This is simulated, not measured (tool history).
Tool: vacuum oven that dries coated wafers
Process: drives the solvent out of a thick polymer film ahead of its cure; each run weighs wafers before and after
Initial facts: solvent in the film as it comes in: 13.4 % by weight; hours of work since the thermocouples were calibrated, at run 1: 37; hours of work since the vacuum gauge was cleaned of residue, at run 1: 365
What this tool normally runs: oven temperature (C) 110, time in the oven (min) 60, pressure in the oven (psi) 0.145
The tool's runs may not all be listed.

run	hour	oven temperature (C)	time in the oven (min)	pressure in the oven (psi)	hours of work since the thermocouples were calibrated	hours of work since the vacuum gauge was cleaned of residue	solvent left in the film (%)
1	0.0	110	60	0.145	37	365	1.242
2	20.9	110	60	0.145	53	381	1.230
3	39.0	110	74	0.145	67	395	0.901
4	53.9	110	60	0.145	78	407	1.227
5	81.1	110	60	0.260	100	428	1.604
6	97.6	110	60	0.260	112	440	1.608
7	123.4	110	60	0.260	132	460	1.585
8	150.5	110	60	0.145	153	481	1.224
9	171.1	110	60	0.145	169	497	1.234
10	189.3	110	60	0.145	183	512	1.221
11	205.7	110	60	0.145	196	524	1.227
# hour 209.8: oven's thermocouples calibrated
12	227.7	123	60	0.145	14	540	0.383
13	254.0	123	33	0.145	34	560	0.880
14	277.4	110	60	0.145	52	578	1.226
15	290.6	110	60	0.145	63	588	1.220
16	308.9	110	60	0.145	77	603	1.216
17	331.7	122	36	0.482	94	620	1.539
# hour 338.0: oven's thermocouples calibrated, once more
18	352.5	124	86	0.080	11	635	0.202
19	381.8	121	60	0.145	34	658	0.437
20	394.6	121	45	0.145	44	667	0.614
21	411.5	110	53	0.278	57	681	1.863
22	433.1	118	70	0.499	74	697	1.351
23	446.9	123	40	0.267	84	708	0.837
24	469.2	110	60	0.088	102	725	1.001
25	493.7	110	60	0.347	121	744	1.824
26	516.0	100	68	0.200	138	762	2.762
27	542.0	96	107	0.145	158	782	2.022
28	563.5	121	39	0.305	175	798	1.110
29	580.4	110	60	0.535	188	811	2.398
30	606.3	111	60	0.119	208	832	0.994
31	624.3	104	60	0.102	222	845	1.945
32	643.9	110	60	0.128	237	861	1.101

Predict each of these 4 candidate next runs independently; none follows another, all start after run 32:
A	659.1	110	45	0.241	249	872	?
B	659.1	98	85	0.087	249	872	?
C	659.1	110	40	0.164	249	872	?
D	659.1	117	33	0.554	249	872	?

run	solvent left in the film (%)
A	2.112
B	1.979
C	2.229
D	2.497
Stripped of hidden state, with their random variation kept, the same runs would have yielded:
run	solvent left in the film (%)
A	2.130
B	1.976
C	2.254
D	2.523
